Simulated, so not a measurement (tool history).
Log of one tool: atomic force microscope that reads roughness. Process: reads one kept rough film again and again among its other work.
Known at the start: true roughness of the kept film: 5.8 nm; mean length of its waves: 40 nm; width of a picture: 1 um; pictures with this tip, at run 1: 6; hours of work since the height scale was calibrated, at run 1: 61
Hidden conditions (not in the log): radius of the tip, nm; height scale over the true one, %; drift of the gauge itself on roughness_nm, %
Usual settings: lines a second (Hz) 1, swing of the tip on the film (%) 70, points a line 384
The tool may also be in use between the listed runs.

| run | day | lines a second (Hz) | swing of the tip on the film (%) | points a line | pictures with this tip | hours of work since the height scale was calibrated | roughness of the kept film (nm (root mean square)) |
|---|---|---|---|---|---|---|---|
| 1 | 0 | 1 | 70 | 384 | 6 | 61 | 5.144 |
| 2 | 0.458 | 1 | 63 | 384 | 29 | 69 | 5.099 |
| 3 | 1.004 | 1 | 63 | 384 | 57 | 78 | 4.982 |
| 4 | 1.246 | 1 | 63 | 384 | 69 | 82 | 4.938 |
| 5 | 1.546 | 1.11 | 70 | 384 | 84 | 87 | 4.829 |
| 6 | 1.962 | 1 | 70 | 384 | 105 | 94 | 4.742 |
| 7 | 2.5 | 1 | 70 | 384 | 133 | 103 | 4.672 |
|  | 2.958 | new tip fitted |
| 8 | 2.958 | 1 | 70 | 957 | 0 | 110 | 5.169 |
| 9 | 3.217 | 1 | 70 | 384 | 13 | 114 | 5.115 |
| 10 | 3.5 | 1 | 70 | 384 | 28 | 119 | 5.069 |
| 11 | 3.904 | 0.92 | 70 | 339 | 48 | 126 | 4.954 |
| 12 | 4.15 | 1.29 | 70 | 398 | 61 | 130 | 4.864 |
| 13 | 4.525 | 1.29 | 70 | 398 | 80 | 136 | 4.827 |
| 14 | 4.762 | 1 | 58 | 477 | 92 | 140 | 4.833 |
| 15 | 5.225 | 0.63 | 69 | 521 | 116 | 148 | 4.751 |
| 16 | 5.596 | 0.63 | 69 | 521 | 134 | 154 | 4.726 |
| 17 | 5.946 | 3.75 | 60 | 498 | 152 | 160 | 4.517 |

Here are 3 independent what-if runs from the current tool condition. What would each one return?
|  | 6.054 | new tip fitted |
| A | 6.408 | 3.75 | 58 | 851 | 18 | 168 | ? |
|  | 6.054 | new tip fitted |
| B | 6.408 | 2.31 | 60 | 498 | 18 | 168 | ? |
|  | 6.054 | new tip fitted |
| C | 6.408 | 3.48 | 70 | 384 | 18 | 168 | ? |

| run | roughness of the kept film (nm (root mean square)) |
|---|---|
| A | 5.043 |
| B | 5.059 |
| C | 4.848 |
Had the tool no hidden state, the same runs would have come out as:
| run | roughness of the kept film (nm (root mean square)) |
|---|---|
| A | 5.142 |
| B | 5.157 |
| C | 4.943 |
